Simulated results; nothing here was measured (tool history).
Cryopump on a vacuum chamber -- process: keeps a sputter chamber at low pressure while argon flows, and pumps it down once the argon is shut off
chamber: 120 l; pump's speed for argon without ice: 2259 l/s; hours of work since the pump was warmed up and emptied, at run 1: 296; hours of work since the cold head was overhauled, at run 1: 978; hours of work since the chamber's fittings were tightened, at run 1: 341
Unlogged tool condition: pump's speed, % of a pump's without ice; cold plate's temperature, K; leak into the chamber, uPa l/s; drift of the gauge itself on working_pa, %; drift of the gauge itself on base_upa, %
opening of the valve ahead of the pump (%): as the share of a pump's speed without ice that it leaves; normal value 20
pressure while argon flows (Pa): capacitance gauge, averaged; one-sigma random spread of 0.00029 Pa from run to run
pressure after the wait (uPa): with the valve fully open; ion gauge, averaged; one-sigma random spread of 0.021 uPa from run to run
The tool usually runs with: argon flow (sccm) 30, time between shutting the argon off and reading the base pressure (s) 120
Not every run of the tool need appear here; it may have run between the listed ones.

run     day  argon flow (sccm)  time between shutting the argon off and reading the base pressure (s)  opening of the valve ahead of the pump (%)  hours of work since the pump was warmed up and emptied  hours of work since the cold head was overhauled  hours of work since the chamber's fittings were tightened  pressure while argon flows (Pa)  pressure after the wait (uPa)
  1   0.000                 30                                                                    120                                          20                                                     296                                               978                                                        341                           0.1142                           0.80
  2   1.554                 30                                                                    120                                          20                                                     322                                              1004                                                        367                           0.1140                           0.76
  3   3.096                 30                                                                     81                                          20                                                     347                                              1030                                                        392                           0.1142                           1.02
  4   4.392                 30                                                                     81                                          20                                                     369                                              1051                                                        414                           0.1144                           0.95
  5   5.538                 30                                                                     81                                          20                                                     388                                              1071                                                        433                           0.1144                           1.01
  6   6.908                 30                                                                     81                                          20                                                     411                                              1093                                                        456                           0.1152                           1.03
  7   8.279                 30                                                                     40                                          20                                                     434                                              1116                                                        479                           0.1152                           1.64
  8   9.150                 30                                                                     40                                          20                                                     448                                              1131                                                        493                           0.1148                           1.65
  9  10.608                 30                                                                     40                                          20                                                     473                                              1155                                                        518                           0.1148                           1.70
 10  12.171                 30                                                                     40                                          20                                                     499                                              1181                                                        544                           0.1156                           1.62
 11  13.438                 30                                                                    120                                          59                                                     520                                              1202                                                        565                           0.0410                           0.96
 12  14.529                 16                                                                    120                                          20                                                     538                                              1221                                                        583                           0.0615                           0.95
 13  15.679                 30                                                                    198                                          20                                                     557                                              1240                                                        602                           0.1160                           0.79
 14  16.875                 30                                                                    120                                          20                                                     577                                              1260                                                        622                           0.1152                           1.03
 15  18.438                 19                                                                    120                                          20                                                     603                                              1286                                                        648                           0.0731                           1.04
 16  19.708                 19                                                                    120                                          20                                                     625                                              1307                                                        670                           0.0732                           1.06
 17  20.950                 19                                                                    120                                          20                                                     645                                              1328                                                        690                           0.0733                           1.11
 18  21.808                 19                                                                    120                                          37                                                     660                                              1342                                                        705                           0.0410                           1.11
     22.862  -- pump warmed up, emptied and cooled again
 19  23.408                 31                                                                    120                                          40                                                       9                                              1365                                                        728                           0.0587                           1.03
 20  24.221                 30                                                                    274                                          20                                                      23                                              1379                                                        742                           0.1128                           0.77
 21  25.462                 30                                                                    274                                          20                                                      43                                              1400                                                        762                           0.1130                           0.86
 22  26.992                 30                                                                    235                                          20                                                      69                                              1425                                                        788                           0.1130                           0.90
 23  28.667                 48                                                                     37                                          29                                                      97                                              1453                                                        816                           0.1257                           1.92
 24  29.925                 48                                                                     37                                          29                                                     118                                              1474                                                        837                           0.1254                           1.89
 25  30.788                 48                                                                     37                                          29                                                     132                                              1489                                                        851                           0.1261                           1.90
 26  32.242                 26                                                                     27                                          50                                                     157                                              1513                                                        875                           0.0400                           2.33
 27  33.329                 34                                                                     59                                          38                                                     175                                              1531                                                        894                           0.0685                           1.59
 28  34.812                 45                                                                    120                                          20                                                     200                                              1556                                                        918                           0.1709                           1.14
 29  36.371                 13                                                                     65                                          56                                                     226                                              1582                                                        944                           0.0182                           1.48
 30  37.104                 13                                                                     65                                          56                                                     238                                              1594                                                        957                           0.0183                           1.48
 31  38.650                 14                                                                     45                                          27                                                     264                                              1620                                                        982                           0.0399                           1.85
 32  39.521                 14                                                                     45                                          27                                                     278                                              1634                                                        997                           0.0400                           1.89
 33  40.671                 54                                                                     47                                          19                                                     297                                              1654                                                       1016                           0.2157                           1.80

Each row is a separate what-if for the run after 33, all from the same tool condition, not one after another. Results?
  A  41.933                 25                                                                    120                                          47                                                     318                                              1675                                                       1037                                ?                              ?
  B  41.933                 27                                                                    123                                          19                                                     318                                              1675                                                       1037                                ?                              ?
  C  41.933                 30                                                                     76                                          36                                                     318                                              1675                                                       1037                                ?                              ?

run  pressure while argon flows (Pa)  pressure after the wait (uPa)
  A                           0.0418                           1.28
  B                           0.1088                           1.24
  C                           0.0644                           1.46
Stripped of hidden state, with their random variation kept, the same runs would have yielded:
run  pressure while argon flows (Pa)  pressure after the wait (uPa)
  A                           0.0399                           0.51
  B                           0.1068                           0.47
  C                           0.0622                           0.70
